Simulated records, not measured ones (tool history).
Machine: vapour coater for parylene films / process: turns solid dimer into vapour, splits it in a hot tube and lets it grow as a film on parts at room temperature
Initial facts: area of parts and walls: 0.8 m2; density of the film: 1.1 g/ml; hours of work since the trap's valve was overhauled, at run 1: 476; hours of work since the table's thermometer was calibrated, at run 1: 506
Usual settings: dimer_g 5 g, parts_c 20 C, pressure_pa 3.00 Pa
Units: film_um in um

run     day  dimer_g  parts_c  pressure_pa  hours of work since the trap's valve was overhauled  hours of work since the table's thermometer was calibrated  film_um
  1   0.000        5       20         3.00                                                  476                                                         506     3.28
  2   0.688        5       20         3.00                                                  490                                                         521     3.26
  3   1.025        5       20         2.94                                                  498                                                         528     3.27
  4   1.575        5       20         2.94                                                  509                                                         540     3.33
  5   2.158        5       20         3.00                                                  522                                                         552     3.28
  6   2.829        5       20         3.00                                                  536                                                         567     3.28
  7   3.271        5       20         3.00                                                  546                                                         576     3.24
  8   4.033        5       31         3.00                                                  562                                                         593     2.06
  9   4.767        5       31         4.16                                                  578                                                         608     1.98
      5.025  -- trap's valve overhauled
 10   5.533        5       31         4.16                                                   11                                                         621     2.01
 11   6.192        4       31         4.16                                                   25                                                         635     1.58
 12   6.696        5       20         2.03                                                   36                                                         646     3.49
 13   7.321        2       19         9.17                                                   49                                                         660     1.13
 14   7.704        2       16         5.01                                                   57                                                         668     1.40
 15   8.158        5       19         9.34                                                   67                                                         678     2.77
 16   8.962        4       28         7.11                                                   84                                                         695     1.66
 17   9.533        4       14         2.39                                                   97                                                         707     3.46
 18   9.938        4       14         2.39                                                  105                                                         716     3.45
 19  10.288        4       22         3.04                                                  113                                                         723     2.38
 20  11.108        2       20         3.00                                                  130                                                         741     1.28
 21  11.496        2       29         3.00                                                  139                                                         749     0.89
 22  11.954        3       20         7.50                                                  149                                                         759     1.69
 23  12.433        5       25        10.18                                                  159                                                         769     2.17

3 options for the next run, each taken on its own from the tool as it stands now. Forecast them:
  A  13.204        5       28        10.18                                                  175                                                         786        ?
  B  13.204        5       12         3.00                                                  175                                                         786        ?
  C  13.204        5       16        10.18                                                  175                                                         786        ?

run  film_um
  A     1.90
  B     4.49
  C     3.09
Stripped of hidden state, with their random variation kept, the same runs would have yielded:
run  film_um
  A     1.91
  B     4.50
  C     3.10
